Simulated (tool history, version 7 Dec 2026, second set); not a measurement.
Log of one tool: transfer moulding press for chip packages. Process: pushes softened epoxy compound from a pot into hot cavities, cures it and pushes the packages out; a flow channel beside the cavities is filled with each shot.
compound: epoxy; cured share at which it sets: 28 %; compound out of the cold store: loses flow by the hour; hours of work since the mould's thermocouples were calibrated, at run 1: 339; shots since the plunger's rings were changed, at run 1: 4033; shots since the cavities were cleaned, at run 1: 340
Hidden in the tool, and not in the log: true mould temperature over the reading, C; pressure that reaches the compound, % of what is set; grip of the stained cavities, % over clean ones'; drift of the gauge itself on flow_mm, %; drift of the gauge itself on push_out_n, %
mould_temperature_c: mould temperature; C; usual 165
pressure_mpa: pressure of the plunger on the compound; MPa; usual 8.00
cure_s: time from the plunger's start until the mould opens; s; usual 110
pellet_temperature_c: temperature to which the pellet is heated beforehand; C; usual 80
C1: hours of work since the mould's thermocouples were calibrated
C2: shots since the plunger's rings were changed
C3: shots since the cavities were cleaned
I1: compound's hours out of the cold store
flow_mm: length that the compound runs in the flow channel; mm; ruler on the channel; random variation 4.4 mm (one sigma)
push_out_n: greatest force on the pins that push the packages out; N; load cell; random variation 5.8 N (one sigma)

{"run": 1, "day": 0.0, "mould_temperature_c": 165, "pressure_mpa": 8.0, "cure_s": 110, "pellet_temperature_c": 80, "C1": 339, "C2": 4033, "C3": 340, "I1": 43.8, "flow_mm": 674, "push_out_n": 294}
{"day": 1.075, "done": "cavities cleaned with cleaning compound and waxed"}
{"run": 2, "day": 2.183, "mould_temperature_c": 165, "pressure_mpa": 8.0, "cure_s": 110, "pellet_temperature_c": 80, "C1": 360, "C2": 4383, "C3": 183, "I1": 34.2, "flow_mm": 709, "push_out_n": 270}
{"day": 4.046, "done": "cavities cleaned with cleaning compound and waxed"}
{"run": 3, "day": 4.046, "mould_temperature_c": 165, "pressure_mpa": 8.0, "cure_s": 110, "pellet_temperature_c": 80, "C1": 379, "C2": 4680, "C3": 0, "I1": 42.3, "flow_mm": 668, "push_out_n": 224}
{"run": 4, "day": 5.371, "mould_temperature_c": 165, "pressure_mpa": 8.0, "cure_s": 110, "pellet_temperature_c": 80, "C1": 392, "C2": 4898, "C3": 218, "I1": 21.1, "flow_mm": 753, "push_out_n": 264}
{"run": 5, "day": 6.912, "mould_temperature_c": 165, "pressure_mpa": 8.0, "cure_s": 120, "pellet_temperature_c": 80, "C1": 408, "C2": 5153, "C3": 473, "I1": 47.7, "flow_mm": 644, "push_out_n": 286}
{"day": 7.192, "done": "cavities cleaned with cleaning compound and waxed"}
{"run": 6, "day": 8.342, "mould_temperature_c": 165, "pressure_mpa": 8.0, "cure_s": 120, "pellet_temperature_c": 80, "C1": 422, "C2": 5378, "C3": 190, "I1": 43.2, "flow_mm": 665, "push_out_n": 249}
{"run": 7, "day": 9.408, "mould_temperature_c": 165, "pressure_mpa": 8.0, "cure_s": 120, "pellet_temperature_c": 80, "C1": 433, "C2": 5554, "C3": 366, "I1": 15.6, "flow_mm": 778, "push_out_n": 282}
{"day": 10.158, "done": "cavities cleaned with cleaning compound and waxed"}
{"run": 8, "day": 10.933, "mould_temperature_c": 165, "pressure_mpa": 9.92, "cure_s": 91, "pellet_temperature_c": 80, "C1": 448, "C2": 5796, "C3": 128, "I1": 36.4, "flow_mm": 762, "push_out_n": 342}
{"day": 13.217, "done": "cavities cleaned with cleaning compound and waxed"}
{"run": 9, "day": 13.492, "mould_temperature_c": 163, "pressure_mpa": 6.06, "cure_s": 140, "pellet_temperature_c": 78, "C1": 474, "C2": 6207, "C3": 45, "I1": 9.7, "flow_mm": 701, "push_out_n": 219}
{"run": 10, "day": 15.408, "mould_temperature_c": 163, "pressure_mpa": 6.06, "cure_s": 140, "pellet_temperature_c": 78, "C1": 493, "C2": 6524, "C3": 362, "I1": 30.0, "flow_mm": 625, "push_out_n": 267}
{"day": 15.85, "done": "plunger's sealing rings changed"}
{"day": 16.367, "done": "cavities cleaned with cleaning compound and waxed"}
{"run": 11, "day": 17.567, "mould_temperature_c": 163, "pressure_mpa": 6.06, "cure_s": 136, "pellet_temperature_c": 78, "C1": 514, "C2": 273, "C3": 198, "I1": 10.5, "flow_mm": 747, "push_out_n": 258}
{"run": 12, "day": 19.05, "mould_temperature_c": 163, "pressure_mpa": 6.06, "cure_s": 136, "pellet_temperature_c": 78, "C1": 529, "C2": 518, "C3": 443, "I1": 14.3, "flow_mm": 729, "push_out_n": 279}

5 ways to go on from here, each from the tool as it stands after run 12. What would each give?
{"day": 19.446, "done": "cavities cleaned with cleaning compound and waxed"}
{"run": "A", "day": 20.525, "mould_temperature_c": 163, "pressure_mpa": 8.0, "cure_s": 148, "pellet_temperature_c": 87, "C1": 543, "C2": 751, "C3": 178, "I1": 36.2, "flow_mm": "?", "push_out_n": "?"}
{"day": 19.446, "done": "cavities cleaned with cleaning compound and waxed"}
{"run": "B", "day": 20.525, "mould_temperature_c": 165, "pressure_mpa": 8.0, "cure_s": 123, "pellet_temperature_c": 87, "C1": 543, "C2": 751, "C3": 178, "I1": 17.5, "flow_mm": "?", "push_out_n": "?"}
{"day": 19.446, "done": "cavities cleaned with cleaning compound and waxed"}
{"run": "C", "day": 20.525, "mould_temperature_c": 160, "pressure_mpa": 8.0, "cure_s": 110, "pellet_temperature_c": 81, "C1": 543, "C2": 751, "C3": 178, "I1": 28.3, "flow_mm": "?", "push_out_n": "?"}
{"day": 19.446, "done": "cavities cleaned with cleaning compound and waxed"}
{"run": "D", "day": 20.525, "mould_temperature_c": 164, "pressure_mpa": 8.0, "cure_s": 110, "pellet_temperature_c": 84, "C1": 543, "C2": 751, "C3": 178, "I1": 11.8, "flow_mm": "?", "push_out_n": "?"}
{"day": 19.446, "done": "cavities cleaned with cleaning compound and waxed"}
{"run": "E", "day": 20.525, "mould_temperature_c": 165, "pressure_mpa": 8.0, "cure_s": 111, "pellet_temperature_c": 88, "C1": 543, "C2": 751, "C3": 178, "I1": 9.4, "flow_mm": "?", "push_out_n": "?"}

run=A flow_mm=732 push_out_n=224
run=B flow_mm=808 push_out_n=250
run=C flow_mm=782 push_out_n=385
run=D flow_mm=837 push_out_n=296
run=E flow_mm=846 push_out_n=283
Without the tool's hidden state the same runs would have given:
run=A flow_mm=732 push_out_n=179
run=B flow_mm=808 push_out_n=197
run=C flow_mm=782 push_out_n=281
run=D flow_mm=838 push_out_n=221
run=E flow_mm=847 push_out_n=218
